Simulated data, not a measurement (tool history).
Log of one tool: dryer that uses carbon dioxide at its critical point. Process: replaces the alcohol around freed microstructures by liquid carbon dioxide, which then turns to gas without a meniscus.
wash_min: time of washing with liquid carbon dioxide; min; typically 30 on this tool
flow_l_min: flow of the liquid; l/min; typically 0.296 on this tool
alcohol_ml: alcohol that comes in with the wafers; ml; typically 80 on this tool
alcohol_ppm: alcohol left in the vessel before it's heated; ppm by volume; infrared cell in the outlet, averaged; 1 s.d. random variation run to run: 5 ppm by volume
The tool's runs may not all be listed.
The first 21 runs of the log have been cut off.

run	day	wash_min	flow_l_min	alcohol_ml	hours of work since the filter was changed	hours of work since the purifier's bed was changed	alcohol_ppm
22	7.471	30	0.296	80	51	231	68
23	7.875	36	0.296	115	57	237	49
24	8.417	39	0.335	80	66	246	46
25	8.921	39	0.335	80	74	254	37
26	9.321	26	0.316	24	80	261	69
27	9.658	20	0.253	80	86	266	1095
28	10.175	20	0.253	80	94	274	1130
29	10.608	24	0.184	32	101	281	771
30	11.046	30	0.255	104	108	288	218
31	11.533	30	0.255	104	116	296	226
32	11.846	30	0.306	104	121	301	104
33	12.146	30	0.306	104	125	306	100
34	12.442	30	0.296	28	130	310	79
35	12.925	30	0.296	28	138	318	77
36	13.458	39	0.323	103	146	326	59
37	13.842	42	0.417	30	152	332	56
38	14.112	24	0.224	108	157	337	1360
39	14.5	35	0.209	32	163	343	134
# day 14.592: inlet filter changed
40	15.067	35	0.458	32	8	351	54
41	15.375	33	0.296	59	12	356	60
42	15.904	38	0.296	25	21	365	62
43	16.208	29	0.296	80	26	369	95
44	16.467	29	0.296	80	30	374	103

Below are 5 alternative next runs, each starting from the tool's condition after run 44. Predict each:
A	16.779	23	0.32	88	35	379	?
B	16.779	30	0.296	38	35	379	?
C	16.779	30	0.181	80	35	379	?
D	16.779	38	0.296	39	35	379	?
E	16.779	30	0.434	80	35	379	?

run	alcohol_ppm
A	202
B	83
C	683
D	63
E	68
With no hidden state in the tool, these same runs would have given:
run	alcohol_ppm
A	124
B	23
C	554
D	5
E	10
